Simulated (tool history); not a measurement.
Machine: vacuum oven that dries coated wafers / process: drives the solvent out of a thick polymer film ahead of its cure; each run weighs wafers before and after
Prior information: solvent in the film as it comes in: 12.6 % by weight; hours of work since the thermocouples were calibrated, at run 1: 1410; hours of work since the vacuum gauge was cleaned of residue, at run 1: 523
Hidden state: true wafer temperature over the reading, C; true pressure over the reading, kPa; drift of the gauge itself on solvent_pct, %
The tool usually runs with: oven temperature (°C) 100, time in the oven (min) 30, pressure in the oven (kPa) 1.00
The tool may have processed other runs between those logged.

run	day	oven temperature (°C)	time in the oven (min)	pressure in the oven (kPa)	hours of work since the thermocouples were calibrated	hours of work since the vacuum gauge was cleaned of residue	solvent left in the film (%)
1	0.000	100	30	1.00	1410	523	2.29
2	1.388	100	30	1.00	1429	542	2.38
3	2.592	100	30	1.00	1446	559	2.33
4	3.583	103	30	1.00	1459	572	1.84
5	5.033	100	30	0.90	1479	592	2.28
6	6.508	100	30	0.60	1500	612	2.14
7	7.829	90	47	2.35	1518	631	3.48
8	8.867	109	23	1.62	1532	645	1.93
9	10.217	111	30	2.99	1550	663	1.55
10	11.017	111	30	2.99	1561	674	1.58
# day 12.912: oven's thermocouples calibrated
11	12.912	111	30	2.99	0	699	1.61
12	13.696	111	30	2.99	11	710	1.61

Predict each of these 3 candidate next runs independently; none follows another, all start after run 12:
A	14.525	101	30	1.46	22	721	?
B	14.525	111	51	2.99	22	721	?
C	14.525	100	40	2.23	22	721	?

run	solvent left in the film (%)
A	2.40
B	1.12
C	2.16
With the hidden condition removed and each run's random variation left untouched, the same runs would have given:
run	solvent left in the film (%)
A	2.38
B	1.11
C	2.14
